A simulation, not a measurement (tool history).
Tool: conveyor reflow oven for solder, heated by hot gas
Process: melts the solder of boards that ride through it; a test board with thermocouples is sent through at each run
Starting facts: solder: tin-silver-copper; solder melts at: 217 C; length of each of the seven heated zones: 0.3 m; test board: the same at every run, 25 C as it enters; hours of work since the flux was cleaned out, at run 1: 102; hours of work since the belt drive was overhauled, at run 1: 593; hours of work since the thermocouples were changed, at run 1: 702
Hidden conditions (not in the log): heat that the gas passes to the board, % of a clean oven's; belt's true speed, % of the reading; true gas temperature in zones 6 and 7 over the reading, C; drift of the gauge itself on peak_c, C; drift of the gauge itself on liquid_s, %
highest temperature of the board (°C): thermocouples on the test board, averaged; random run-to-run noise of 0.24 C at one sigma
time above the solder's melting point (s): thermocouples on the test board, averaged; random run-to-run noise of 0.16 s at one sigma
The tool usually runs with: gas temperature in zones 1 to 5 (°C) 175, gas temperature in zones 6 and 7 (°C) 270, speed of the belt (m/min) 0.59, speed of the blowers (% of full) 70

run,day,gas temperature in zones 1 to 5 (°C),gas temperature in zones 6 and 7 (°C),speed of the belt (m/min),speed of the blowers (% of full),hours of work since the flux was cleaned out,hours of work since the belt drive was overhauled,hours of work since the thermocouples were changed,highest temperature of the board (°C),time above the solder's melting point (s)
1,0,175,270,0.59,70,102,593,702,257.9,50
2,0.767,175,270,0.59,70,117,608,717,258.1,49.9
3,1.342,174,270,0.59,70,127,618,727,258,49.7
4,2.404,174,270,0.59,70,147,638,747,257.8,49.8
5,3.467,174,270,0.59,55,167,658,767,254.1,47.1
6,4.521,174,270,0.59,55,187,678,787,254.5,46.9
7,5.6,174,270,0.59,55,207,698,807,254.5,47.1
# day 6.004: belt drive overhauled, speed set with a stopwatch
8,6.625,174,270,0.59,70,223,12,823,257.5,48.5
9,7.746,175,272,0.59,70,244,32,844,259.5,49.4
10,8.8,175,272,0.59,70,263,52,863,259.7,49.8
11,9.604,175,272,0.59,70,278,67,878,259.5,50
12,10.471,175,272,0.59,75,294,83,894,260.6,50.6
13,11.242,175,272,0.59,75,309,98,909,260.6,50.6
14,11.983,175,272,0.59,75,322,111,923,261.2,50.2
15,13.05,175,272,0.59,75,342,131,943,260.3,50.7
16,13.792,175,272,0.485,75,356,145,956,266.2,64.9
17,14.646,175,272,0.485,63,372,161,972,264.2,63.9
# day 15.096: flux residue cleaned out of gas plates and filters
18,15.967,176,267,0.485,87,16,182,993,264.4,65.3
19,17.088,169,270,0.564,70,37,203,1014,259.8,51.2
20,18.25,169,270,0.554,70,59,224,1035,260.4,52.6
21,19.321,169,270,0.554,70,79,244,1055,260.6,52.4
22,20.442,169,270,0.554,70,100,265,1076,260.5,52.5
23,21.146,169,280,0.489,84,113,278,1089,275.2,66.8
24,22.212,184,262,0.699,78,133,298,1109,250.4,40.1
25,22.967,174,283,0.483,51,147,312,1123,272.8,67.7
26,23.754,166,270,0.59,81,161,327,1138,260.4,48.7
27,24.638,161,270,0.535,75,178,343,1154,261.2,53.3
28,25.312,161,270,0.535,75,190,356,1167,261.2,53.2
29,26.45,161,270,0.535,75,212,377,1188,261.6,53.5
30,27.267,161,270,0.535,75,227,392,1203,261.6,53.5
31,28.262,179,276,0.685,71,245,411,1222,260.6,44.5
32,29.088,188,276,0.685,56,261,426,1237,257.8,45.4

Here are 3 independent what-if runs from the current tool condition. What would each one return?
A,29.6,188,276,0.617,56,270,436,1247,?,?
B,29.6,172,276,0.685,56,270,436,1247,?,?
C,29.6,188,283,0.486,68,270,436,1247,?,?

run,highest temperature of the board (°C),time above the solder's melting point (s)
A,262.6,52.5
B,254.4,38.9
C,278.1,73.7
Without the tool's hidden state the same runs would have given:
run,highest temperature of the board (°C),time above the solder's melting point (s)
A,258.8,50.2
B,250.9,36.6
C,273.9,71.5

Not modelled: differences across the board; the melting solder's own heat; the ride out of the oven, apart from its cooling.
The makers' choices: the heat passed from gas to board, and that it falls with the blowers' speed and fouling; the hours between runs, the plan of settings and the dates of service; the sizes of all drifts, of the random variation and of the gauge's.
